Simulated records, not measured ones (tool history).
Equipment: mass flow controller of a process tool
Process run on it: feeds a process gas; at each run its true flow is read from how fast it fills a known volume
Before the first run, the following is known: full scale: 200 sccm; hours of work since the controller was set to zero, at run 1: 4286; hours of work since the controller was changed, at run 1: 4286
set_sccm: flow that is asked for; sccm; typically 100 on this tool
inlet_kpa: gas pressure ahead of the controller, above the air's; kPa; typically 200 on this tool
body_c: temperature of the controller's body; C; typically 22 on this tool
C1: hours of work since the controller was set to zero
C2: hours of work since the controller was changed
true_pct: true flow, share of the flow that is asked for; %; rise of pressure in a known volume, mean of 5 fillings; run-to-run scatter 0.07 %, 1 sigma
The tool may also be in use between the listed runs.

{"run": 1, "hour": 0.0, "set_sccm": 100, "inlet_kpa": 200, "body_c": 22, "C1": 4286, "C2": 4286, "true_pct": 99.28}
{"run": 2, "hour": 501.0, "set_sccm": 100, "inlet_kpa": 200, "body_c": 22, "C1": 4608, "C2": 4608, "true_pct": 99.12}
{"run": 3, "hour": 976.6, "set_sccm": 100, "inlet_kpa": 200, "body_c": 22, "C1": 4913, "C2": 4913, "true_pct": 99.04}
{"run": 4, "hour": 1334.3, "set_sccm": 100, "inlet_kpa": 200, "body_c": 22, "C1": 5142, "C2": 5142, "true_pct": 99.1}
{"hour": 1440.1, "done": "controller's zero set anew"}
{"run": 5, "hour": 1737.3, "set_sccm": 100, "inlet_kpa": 200, "body_c": 22, "C1": 191, "C2": 5401, "true_pct": 98.86}
{"run": 6, "hour": 2004.2, "set_sccm": 100, "inlet_kpa": 200, "body_c": 22, "C1": 362, "C2": 5572, "true_pct": 98.89}
{"run": 7, "hour": 2339.0, "set_sccm": 100, "inlet_kpa": 200, "body_c": 22, "C1": 577, "C2": 5787, "true_pct": 98.78}
{"run": 8, "hour": 2791.2, "set_sccm": 100, "inlet_kpa": 154, "body_c": 22, "C1": 867, "C2": 6077, "true_pct": 98.57}
{"run": 9, "hour": 3213.2, "set_sccm": 100, "inlet_kpa": 158, "body_c": 22, "C1": 1138, "C2": 6348, "true_pct": 98.5}
{"run": 10, "hour": 3714.4, "set_sccm": 100, "inlet_kpa": 158, "body_c": 22, "C1": 1460, "C2": 6670, "true_pct": 98.26}
{"run": 11, "hour": 4150.2, "set_sccm": 100, "inlet_kpa": 200, "body_c": 24, "C1": 1739, "C2": 6949, "true_pct": 98.61}
{"run": 12, "hour": 4531.4, "set_sccm": 100, "inlet_kpa": 200, "body_c": 24, "C1": 1984, "C2": 7194, "true_pct": 98.56}
{"run": 13, "hour": 4995.7, "set_sccm": 100, "inlet_kpa": 200, "body_c": 24, "C1": 2282, "C2": 7492, "true_pct": 98.54}
{"run": 14, "hour": 5355.6, "set_sccm": 100, "inlet_kpa": 200, "body_c": 24, "C1": 2513, "C2": 7723, "true_pct": 98.36}
{"run": 15, "hour": 5776.5, "set_sccm": 100, "inlet_kpa": 141, "body_c": 22, "C1": 2783, "C2": 7993, "true_pct": 98.0}
{"run": 16, "hour": 6118.1, "set_sccm": 100, "inlet_kpa": 141, "body_c": 22, "C1": 3002, "C2": 8212, "true_pct": 97.99}
{"run": 17, "hour": 6343.4, "set_sccm": 100, "inlet_kpa": 200, "body_c": 20, "C1": 3147, "C2": 8357, "true_pct": 98.16}
{"run": 18, "hour": 6793.9, "set_sccm": 21, "inlet_kpa": 200, "body_c": 22, "C1": 3436, "C2": 8646, "true_pct": 97.55}
{"run": 19, "hour": 7291.7, "set_sccm": 100, "inlet_kpa": 200, "body_c": 22, "C1": 3755, "C2": 8965, "true_pct": 98.01}
{"run": 20, "hour": 7582.5, "set_sccm": 100, "inlet_kpa": 220, "body_c": 22, "C1": 3942, "C2": 9152, "true_pct": 98.08}
{"run": 21, "hour": 7958.6, "set_sccm": 100, "inlet_kpa": 164, "body_c": 22, "C1": 4183, "C2": 9393, "true_pct": 97.88}
{"run": 22, "hour": 8180.3, "set_sccm": 100, "inlet_kpa": 200, "body_c": 22, "C1": 4326, "C2": 9536, "true_pct": 97.91}
{"run": 23, "hour": 8636.2, "set_sccm": 100, "inlet_kpa": 269, "body_c": 22, "C1": 4618, "C2": 9828, "true_pct": 98.02}
{"run": 24, "hour": 8906.7, "set_sccm": 41, "inlet_kpa": 216, "body_c": 25, "C1": 4792, "C2": 10002, "true_pct": 97.62}
{"run": 25, "hour": 9323.7, "set_sccm": 41, "inlet_kpa": 216, "body_c": 25, "C1": 5059, "C2": 10269, "true_pct": 97.5}
{"hour": 9554.7, "done": "controller's zero set anew"}
{"run": 26, "hour": 9658.5, "set_sccm": 33, "inlet_kpa": 216, "body_c": 32, "C1": 67, "C2": 10484, "true_pct": 97.54}
{"run": 27, "hour": 9879.6, "set_sccm": 33, "inlet_kpa": 216, "body_c": 32, "C1": 208, "C2": 10626, "true_pct": 97.64}
{"run": 28, "hour": 10332.3, "set_sccm": 59, "inlet_kpa": 263, "body_c": 32, "C1": 499, "C2": 10916, "true_pct": 97.85}
{"run": 29, "hour": 10574.5, "set_sccm": 45, "inlet_kpa": 170, "body_c": 38, "C1": 654, "C2": 11072, "true_pct": 97.51}
{"run": 30, "hour": 11085.5, "set_sccm": 22, "inlet_kpa": 170, "body_c": 38, "C1": 982, "C2": 11400, "true_pct": 97.19}
{"run": 31, "hour": 11505.9, "set_sccm": 147, "inlet_kpa": 228, "body_c": 38, "C1": 1252, "C2": 11669, "true_pct": 98.34}
{"run": 32, "hour": 11838.5, "set_sccm": 147, "inlet_kpa": 228, "body_c": 38, "C1": 1466, "C2": 11883, "true_pct": 98.32}
{"run": 33, "hour": 12161.7, "set_sccm": 147, "inlet_kpa": 228, "body_c": 38, "C1": 1673, "C2": 12090, "true_pct": 98.25}
{"run": 34, "hour": 12479.8, "set_sccm": 100, "inlet_kpa": 200, "body_c": 34, "C1": 1877, "C2": 12295, "true_pct": 97.49}
{"run": 35, "hour": 12713.3, "set_sccm": 100, "inlet_kpa": 200, "body_c": 34, "C1": 2027, "C2": 12444, "true_pct": 97.66}
{"run": 36, "hour": 12963.1, "set_sccm": 100, "inlet_kpa": 200, "body_c": 34, "C1": 2187, "C2": 12605, "true_pct": 97.5}
{"hour": 13039.6, "done": "gauge calibrated"}
{"run": 37, "hour": 13269.9, "set_sccm": 100, "inlet_kpa": 200, "body_c": 23, "C1": 2384, "C2": 12802, "true_pct": 99.16}
{"run": 38, "hour": 13740.3, "set_sccm": 100, "inlet_kpa": 200, "body_c": 23, "C1": 2686, "C2": 13103, "true_pct": 99.03}
{"run": 39, "hour": 14141.2, "set_sccm": 100, "inlet_kpa": 200, "body_c": 23, "C1": 2943, "C2": 13361, "true_pct": 99.08}
{"hour": 14223.2, "done": "controller exchanged for a calibrated one"}
{"run": 40, "hour": 14438.6, "set_sccm": 100, "inlet_kpa": 200, "body_c": 36, "C1": 138, "C2": 138, "true_pct": 99.41}
{"run": 41, "hour": 14860.8, "set_sccm": 67, "inlet_kpa": 200, "body_c": 22, "C1": 409, "C2": 409, "true_pct": 98.72}
{"run": 42, "hour": 15227.8, "set_sccm": 67, "inlet_kpa": 200, "body_c": 22, "C1": 645, "C2": 645, "true_pct": 98.59}
{"run": 43, "hour": 15548.7, "set_sccm": 105, "inlet_kpa": 200, "body_c": 28, "C1": 851, "C2": 851, "true_pct": 99.01}
{"run": 44, "hour": 15959.3, "set_sccm": 26, "inlet_kpa": 238, "body_c": 22, "C1": 1114, "C2": 1114, "true_pct": 98.4}
{"run": 45, "hour": 16200.1, "set_sccm": 26, "inlet_kpa": 238, "body_c": 22, "C1": 1269, "C2": 1269, "true_pct": 98.4}

Alternative continuations, all from the tool just after run 45; predict every row:
{"run": "A", "hour": 16567.0, "set_sccm": 55, "inlet_kpa": 145, "body_c": 28, "C1": 1504, "C2": 1504, "true_pct": "?"}
{"run": "B", "hour": 16567.0, "set_sccm": 24, "inlet_kpa": 265, "body_c": 34, "C1": 1504, "C2": 1504, "true_pct": "?"}
{"run": "C", "hour": 16567.0, "set_sccm": 92, "inlet_kpa": 235, "body_c": 29, "C1": 1504, "C2": 1504, "true_pct": "?"}
{"run": "D", "hour": 16567.0, "set_sccm": 178, "inlet_kpa": 200, "body_c": 36, "C1": 1504, "C2": 1504, "true_pct": "?"}
{"run": "E", "hour": 16567.0, "set_sccm": 125, "inlet_kpa": 238, "body_c": 22, "C1": 1504, "C2": 1504, "true_pct": "?"}

run=A true_pct=98.17
run=B true_pct=98.68
run=C true_pct=98.89
run=D true_pct=99.70
run=E true_pct=99.09
Take away the tool's hidden state, keep each run's random variation, and the runs would have read:
run=A true_pct=98.74
run=B true_pct=99.26
run=C true_pct=99.46
run=D true_pct=100.26
run=E true_pct=99.66
